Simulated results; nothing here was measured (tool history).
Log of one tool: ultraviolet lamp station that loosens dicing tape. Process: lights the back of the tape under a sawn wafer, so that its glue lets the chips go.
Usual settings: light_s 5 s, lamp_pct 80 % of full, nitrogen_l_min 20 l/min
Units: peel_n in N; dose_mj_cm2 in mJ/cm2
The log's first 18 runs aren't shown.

| run | hour | light_s | lamp_pct | nitrogen_l_min | hours of work of the lamp | hours of work since the window was cleaned | peel_n | dose_mj_cm2 |
|---|---|---|---|---|---|---|---|---|
| 19 | 327.6 | 5 | 80 | 18 | 247 | 230 | 1.363 | 338 |
| 20 | 346 | 5 | 80 | 18 | 255 | 238 | 1.354 | 336 |
| 21 | 360.1 | 5 | 80 | 18 | 260 | 244 | 1.394 | 340 |
| 22 | 374.5 | 9 | 66 | 24 | 266 | 250 | 0.452 | 501 |
| 23 | 389.5 | 9 | 66 | 24 | 273 | 256 | 0.465 | 491 |
| 24 | 403.2 | 3 | 83 | 22 | 278 | 261 | 2.648 | 205 |
| 25 | 423.6 | 3 | 83 | 22 | 287 | 270 | 2.673 | 208 |
| 26 | 436.4 | 7 | 69 | 9 | 292 | 275 | 1.712 | 396 |
| 27 | 450.9 | 5 | 80 | 15 | 298 | 281 | 1.587 | 333 |
| 28 | 474 | 7 | 63 | 22 | 307 | 290 | 1.03 | 356 |
| 29 | 492.6 | 5 | 80 | 14 | 315 | 298 | 1.748 | 329 |
|  | 494.5 | window cleaned of glue's vapour |
| 30 | 507.9 | 2 | 91 | 10 | 321 | 6 | 5.069 | 146 |
| 31 | 521 | 3 | 80 | 16 | 326 | 11 | 3.236 | 192 |
| 32 | 541.5 | 3 | 80 | 16 | 335 | 19 | 3.47 | 190 |
| 33 | 553.8 | 3 | 80 | 16 | 340 | 24 | 3.443 | 189 |
| 34 | 574.8 | 3 | 80 | 16 | 349 | 33 | 3.475 | 187 |
| 35 | 595.2 | 4 | 66 | 12 | 357 | 41 | 3.61 | 204 |
| 36 | 610.2 | 2 | 64 | 25 | 363 | 48 | 5.141 | 97 |
| 37 | 624.4 | 2 | 60 | 10 | 369 | 53 | 6.561 | 94 |
|  | 632.9 | window cleaned of glue's vapour, once more |
| 38 | 636.6 | 2 | 93 | 30 | 374 | 2 | 3.115 | 166 |
| 39 | 657.2 | 5 | 93 | 13 | 382 | 10 | 1.27 | 402 |
| 40 | 678.2 | 3 | 93 | 10 | 391 | 19 | 3.337 | 241 |
| 41 | 698.8 | 5 | 80 | 15 | 399 | 27 | 1.465 | 341 |
| 42 | 722.4 | 5 | 80 | 15 | 409 | 37 | 1.521 | 345 |

Forecast each of these 5 alternatives for the next run:
| A | 739.3 | 6 | 89 | 20 | 416 | 44 | ? | ? |
| B | 739.3 | 5 | 97 | 20 | 416 | 44 | ? | ? |
| C | 739.3 | 3 | 80 | 15 | 416 | 44 | ? | ? |
| D | 739.3 | 3 | 82 | 8 | 416 | 44 | ? | ? |
| E | 739.3 | 5 | 84 | 34 | 416 | 44 | ? | ? |

| run | peel_n | dose_mj_cm2 |
|---|---|---|
| A | 0.628 | 458 |
| B | 0.835 | 420 |
| C | 3.157 | 203 |
| D | 4.129 | 211 |
| E | 0.744 | 362 |
Without the tool's hidden state the same runs would have given:
| run | peel_n | dose_mj_cm2 |
|---|---|---|
| A | 0.481 | 511 |
| B | 0.647 | 468 |
| C | 2.77 | 227 |
| D | 3.721 | 236 |
| E | 0.573 | 404 |
